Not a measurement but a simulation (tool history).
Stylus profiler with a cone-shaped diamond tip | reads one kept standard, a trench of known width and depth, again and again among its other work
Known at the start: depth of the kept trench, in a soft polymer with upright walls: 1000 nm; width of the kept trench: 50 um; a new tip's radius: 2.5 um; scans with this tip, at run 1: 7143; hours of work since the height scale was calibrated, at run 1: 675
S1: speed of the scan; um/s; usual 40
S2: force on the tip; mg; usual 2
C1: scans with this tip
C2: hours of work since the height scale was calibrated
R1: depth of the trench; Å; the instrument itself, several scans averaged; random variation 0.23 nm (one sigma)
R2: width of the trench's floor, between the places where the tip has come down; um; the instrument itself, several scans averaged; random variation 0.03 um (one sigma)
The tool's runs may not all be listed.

| run | hour | S1 | S2 | C1 | C2 | R1 | R2 |
|---|---|---|---|---|---|---|---|
| 1 | 0 | 40 | 2 | 7143 | 675 | 10081.7 | 45.15 |
| 2 | 21.5 | 40 | 4.5 | 7285 | 689 | 10156.9 | 45.21 |
| 3 | 40.5 | 40 | 4.5 | 7411 | 701 | 10159.7 | 45.25 |
| 4 | 76.3 | 160 | 4.5 | 7647 | 723 | 10156.7 | 44.74 |
| 5 | 96.4 | 144 | 2 | 7779 | 735 | 10080.5 | 44.54 |
| 6 | 130.4 | 144 | 2 | 8003 | 757 | 10080.4 | 44.47 |
| 7 | 158.5 | 144 | 2 | 8188 | 774 | 10078.3 | 44.46 |
|  | 162.2 | height scale calibrated on a step standard |
| 8 | 198.2 | 12 | 3.8 | 8447 | 22 | 10130.3 | 45.27 |
| 9 | 237.3 | 26 | 3.96 | 8705 | 47 | 10131.1 | 45.24 |
| 10 | 271.3 | 105 | 2.98 | 8929 | 68 | 10100.4 | 44.77 |
| 11 | 310.3 | 11 | 0.72 | 9187 | 92 | 10013.4 | 45.16 |
| 12 | 336.4 | 11 | 0.72 | 9358 | 109 | 10014.5 | 45.16 |
|  | 356.4 | height scale calibrated on a step standard, once more |
| 13 | 363 | 16 | 3.62 | 9530 | 4 | 10153 | 45.19 |
| 14 | 396.3 | 47 | 2.49 | 9750 | 25 | 10123.1 | 44.98 |

4 ways to go on from here, each from the tool as it stands after run 14. What would each give?
| A | 430.8 | 98 | 1.35 | 9978 | 46 | ? | ? |
| B | 430.8 | 44 | 3.73 | 9978 | 46 | ? | ? |
| C | 430.8 | 47 | 1.95 | 9978 | 46 | ? | ? |
| D | 430.8 | 47 | 1.74 | 9978 | 46 | ? | ? |

| run | R1 | R2 |
|---|---|---|
| A | 10078 | 44.52 |
| B | 10157.5 | 45.09 |
| C | 10101.3 | 44.98 |
| D | 10092.4 | 44.92 |
Without the tool's hidden state the same runs would have given:
| run | R1 | R2 |
|---|---|---|
| A | 10083.4 | 45.28 |
| B | 10163 | 45.86 |
| C | 10106.7 | 45.75 |
| D | 10097.8 | 45.69 |

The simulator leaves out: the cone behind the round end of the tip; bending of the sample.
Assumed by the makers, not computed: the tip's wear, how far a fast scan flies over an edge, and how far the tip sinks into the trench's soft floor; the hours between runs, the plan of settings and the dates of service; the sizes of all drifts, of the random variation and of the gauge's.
